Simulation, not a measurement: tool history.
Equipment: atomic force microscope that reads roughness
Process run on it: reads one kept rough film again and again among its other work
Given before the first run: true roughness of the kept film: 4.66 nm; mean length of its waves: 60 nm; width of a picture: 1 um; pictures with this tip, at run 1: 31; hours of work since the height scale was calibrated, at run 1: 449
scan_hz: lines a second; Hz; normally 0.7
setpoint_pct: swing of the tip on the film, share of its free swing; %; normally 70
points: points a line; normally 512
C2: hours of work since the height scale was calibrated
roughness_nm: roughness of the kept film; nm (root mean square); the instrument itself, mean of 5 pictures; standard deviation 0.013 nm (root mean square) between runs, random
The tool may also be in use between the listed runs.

{"run": 1, "hour": 0.0, "scan_hz": 0.7, "setpoint_pct": 70, "points": 512, "pictures with this tip": 31, "C2": 449, "roughness_nm": 4.226}
{"run": 2, "hour": 24.4, "scan_hz": 0.7, "setpoint_pct": 70, "points": 512, "pictures with this tip": 49, "C2": 460, "roughness_nm": 4.216}
{"run": 3, "hour": 43.8, "scan_hz": 0.7, "setpoint_pct": 70, "points": 512, "pictures with this tip": 64, "C2": 470, "roughness_nm": 4.215}
{"run": 4, "hour": 69.1, "scan_hz": 0.7, "setpoint_pct": 70, "points": 866, "pictures with this tip": 83, "C2": 482, "roughness_nm": 4.152}
{"run": 5, "hour": 97.0, "scan_hz": 0.7, "setpoint_pct": 77, "points": 866, "pictures with this tip": 105, "C2": 496, "roughness_nm": 4.044}
{"run": 6, "hour": 123.0, "scan_hz": 0.7, "setpoint_pct": 70, "points": 512, "pictures with this tip": 124, "C2": 509, "roughness_nm": 4.103}
{"run": 7, "hour": 153.0, "scan_hz": 0.7, "setpoint_pct": 70, "points": 512, "pictures with this tip": 147, "C2": 523, "roughness_nm": 4.079}
{"hour": 165.1, "done": "new tip fitted"}
{"run": 8, "hour": 169.8, "scan_hz": 0.7, "setpoint_pct": 70, "points": 512, "pictures with this tip": 3, "C2": 531, "roughness_nm": 4.283}
{"run": 9, "hour": 189.3, "scan_hz": 0.7, "setpoint_pct": 72, "points": 512, "pictures with this tip": 18, "C2": 541, "roughness_nm": 4.217}
{"run": 10, "hour": 219.5, "scan_hz": 0.7, "setpoint_pct": 70, "points": 512, "pictures with this tip": 41, "C2": 556, "roughness_nm": 4.21}
{"run": 11, "hour": 246.7, "scan_hz": 3.3, "setpoint_pct": 57, "points": 369, "pictures with this tip": 62, "C2": 569, "roughness_nm": 3.979}
{"run": 12, "hour": 270.8, "scan_hz": 0.861, "setpoint_pct": 56, "points": 321, "pictures with this tip": 80, "C2": 581, "roughness_nm": 4.231}
{"run": 13, "hour": 298.2, "scan_hz": 0.643, "setpoint_pct": 62, "points": 432, "pictures with this tip": 101, "C2": 594, "roughness_nm": 4.194}
{"run": 14, "hour": 326.5, "scan_hz": 0.7, "setpoint_pct": 81, "points": 483, "pictures with this tip": 123, "C2": 608, "roughness_nm": 3.941}
{"run": 15, "hour": 354.1, "scan_hz": 2.827, "setpoint_pct": 65, "points": 537, "pictures with this tip": 144, "C2": 622, "roughness_nm": 3.751}
{"hour": 369.5, "done": "new tip fitted"}
{"run": 16, "hour": 370.3, "scan_hz": 0.7, "setpoint_pct": 70, "points": 990, "pictures with this tip": 1, "C2": 629, "roughness_nm": 4.275}
{"run": 17, "hour": 385.5, "scan_hz": 0.7, "setpoint_pct": 70, "points": 990, "pictures with this tip": 12, "C2": 637, "roughness_nm": 4.261}
{"run": 18, "hour": 398.9, "scan_hz": 0.7, "setpoint_pct": 70, "points": 990, "pictures with this tip": 22, "C2": 643, "roughness_nm": 4.249}
{"run": 19, "hour": 426.6, "scan_hz": 0.7, "setpoint_pct": 69, "points": 688, "pictures with this tip": 43, "C2": 657, "roughness_nm": 4.217}
{"run": 20, "hour": 449.8, "scan_hz": 3.385, "setpoint_pct": 67, "points": 936, "pictures with this tip": 61, "C2": 668, "roughness_nm": 3.68}

Across each entry between runs, compare the hidden state at the last listed run before it with the hidden state at the first listed run after it:
After run 7, before run 8: new tip fitted (hour 165.1)
  radius of the tip, nm: 18 -> 7.8
  what was measured, less what the result would be without the hidden state, roughness_nm: -0.229 -> -0.024 nm (root mean square)
After run 15, before run 16: new tip fitted (hour 369.5)
  radius of the tip, nm: 18.2 -> 7.2; height scale over the true one, %: -0.21 -> -0.22
  what was measured, less what the result would be without the hidden state, roughness_nm: -0.216 -> -0.015 nm (root mean square)

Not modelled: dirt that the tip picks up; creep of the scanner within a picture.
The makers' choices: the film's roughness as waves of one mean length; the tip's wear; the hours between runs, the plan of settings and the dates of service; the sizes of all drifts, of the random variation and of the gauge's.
